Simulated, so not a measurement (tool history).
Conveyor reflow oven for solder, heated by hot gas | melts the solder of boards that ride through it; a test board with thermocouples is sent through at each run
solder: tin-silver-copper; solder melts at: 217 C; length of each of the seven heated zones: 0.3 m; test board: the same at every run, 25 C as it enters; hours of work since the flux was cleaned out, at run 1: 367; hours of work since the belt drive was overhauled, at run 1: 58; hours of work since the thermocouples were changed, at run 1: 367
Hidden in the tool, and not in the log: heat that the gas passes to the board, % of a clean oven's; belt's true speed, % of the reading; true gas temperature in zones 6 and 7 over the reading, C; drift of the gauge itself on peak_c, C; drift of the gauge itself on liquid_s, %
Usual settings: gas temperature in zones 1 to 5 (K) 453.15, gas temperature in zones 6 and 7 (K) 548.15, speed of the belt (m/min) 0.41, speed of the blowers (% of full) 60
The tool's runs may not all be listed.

run    hour  gas temperature in zones 1 to 5 (K)  gas temperature in zones 6 and 7 (K)  speed of the belt (m/min)  speed of the blowers (% of full)  hours of work since the flux was cleaned out  hours of work since the belt drive was overhauled  hours of work since the thermocouples were changed  highest temperature of the board (K)  time above the solder's melting point (s)
  1       0                               453.15                                548.15                       0.41                                60                                           367                                                 58                                                 367                                536.35                                       76.9
  2    65.7                               453.15                                548.15                       0.41                                82                                           396                                                 87                                                 396                                539.05                                       79.2
       81.5  -- flux residue cleaned out of gas plates and filters
  3     132                               453.15                                548.15                       0.41                                82                                            22                                                114                                                 423                                539.45                                       79.7
  4   195.7                               453.15                                548.15                       0.41                                82                                            50                                                142                                                 451                                539.45                                       79.3
  5   262.5                               453.15                                548.15                       0.41                                82                                            80                                                172                                                 480                                539.75                                       79.8
  6   328.8                               453.15                                548.15                       0.41                                82                                           109                                                201                                                 510                                539.75                                       79.6
  7   373.6                               453.15                                548.15                       0.41                                60                                           129                                                221                                                 530                                535.25                                       77.7
  8     435                               453.15                                548.15                       0.41                                60                                           156                                                248                                                 557                                535.75                                       77.2
  9   516.7                               453.15                                548.15                       0.41                                60                                           192                                                284                                                 593                                536.05                                       77.3
 10     559                               453.15                                548.15                       0.41                                65                                           211                                                303                                                 611                                536.75                                       78.1
 11   594.5                               453.15                                548.15                       0.41                                65                                           227                                                318                                                 627                                535.95                                       77.5
 12   636.7                               453.15                                548.15                       0.41                                60                                           245                                                337                                                 646                                535.45                                         77
      676.2  -- thermocouples of zones 6 and 7 changed
 13   702.8                               453.15                                559.15                       0.41                                60                                           274                                                365                                                  12                                548.15                                       83.1
 14   738.7                               453.15                                559.15                       0.41                                60                                           289                                                381                                                  28                                548.05                                       83.4
 15   806.3                               453.15                                559.15                       0.41                                60                                           319                                                411                                                  57                                548.25                                       83.5
 16   888.3                               453.15                                539.15                       0.37                                50                                           356                                                447                                                  94                                529.25                                       81.8
 17     969                               453.15                                539.15                       0.37                                50                                           391                                                483                                                 129                                529.45                                       81.8
      995.5  -- flux residue cleaned out of gas plates and filters
 18  1029.1                               453.15                                542.15                       0.37                                64                                            15                                                507                                                 154                                534.55                                       86.3
 19    1099                               453.15                                542.15                       0.37                                64                                            46                                                538                                                 185                                534.25                                       86.1
 20  1168.2                               457.15                                558.15                       0.41                                60                                            76                                                569                                                 215                                547.25                                         85
 21  1239.8                               448.15                                537.15                      0.482                                60                                           108                                                600                                                 247                                521.65                                       54.7
 22  1285.8                               460.15                                537.15                      0.481                                60                                           128                                                621                                                 267                                524.45                                       61.3
 23  1343.8                               460.15                                537.15                      0.481                                60                                           154                                                646                                                 293                                523.75                                       61.1
 24  1426.1                               445.15                                548.15                       0.41                                60                                           190                                                683                                                 329                                535.55                                       74.8
 25  1488.3                               462.15                                548.15                      0.334                                60                                           218                                                710                                                 357                                541.85                                      104.5
 26  1533.8                               453.15                                541.15                       0.41                                51                                           238                                                730                                                 377                                528.35                                       72.7
 27  1600.8                               453.15                                541.15                       0.41                                51                                           267                                                760                                                 406                                528.35                                       72.7
 28  1683.9                               453.15                                541.15                      0.434                                59                                           304                                                796                                                 443                                528.15                                       68.5
 29  1756.5                               453.15                                562.15                      0.488                                84                                           336                                                829                                                 475                                548.65                                       70.8

Hidden state at the last listed run before each entry between runs and at the first one after, where it differs:
Between runs 2 and 3: flux residue cleaned out of gas plates and filters (hour 81.5)
  heat that the gas passes to the board, % of a clean oven's: 94 -> 99.4; belt's true speed, % of the reading: 99.67 -> 99.63; true gas temperature in zones 6 and 7 over the reading, C: -1.03 -> -1.13
  measured less the result without the state, highest temperature of the board (K): -1.8 -> -1.1; time above the solder's melting point (s): -0.7 -> -0.1
Between runs 12 and 13: thermocouples of zones 6 and 7 changed (hour 676.2)
  heat that the gas passes to the board, % of a clean oven's: 95.8 -> 95.4; belt's true speed, % of the reading: 99.25 -> 99.2; true gas temperature in zones 6 and 7 over the reading, C: -1.9 -> 0.35
  measured less the result without the state, highest temperature of the board (K): -2.1 -> -0.1; time above the solder's melting point (s): -0.7 -> +0.7
Between runs 17 and 18: flux residue cleaned out of gas plates and filters (hour 995.5)
  heat that the gas passes to the board, % of a clean oven's: 93.6 -> 99.7; belt's true speed, % of the reading: 99 -> 98.96; true gas temperature in zones 6 and 7 over the reading, C: -0.07 -> -0.16
  measured less the result without the state, highest temperature of the board (K): -0.5 -> +0; time above the solder's melting point (s): +0.4 -> +0.9
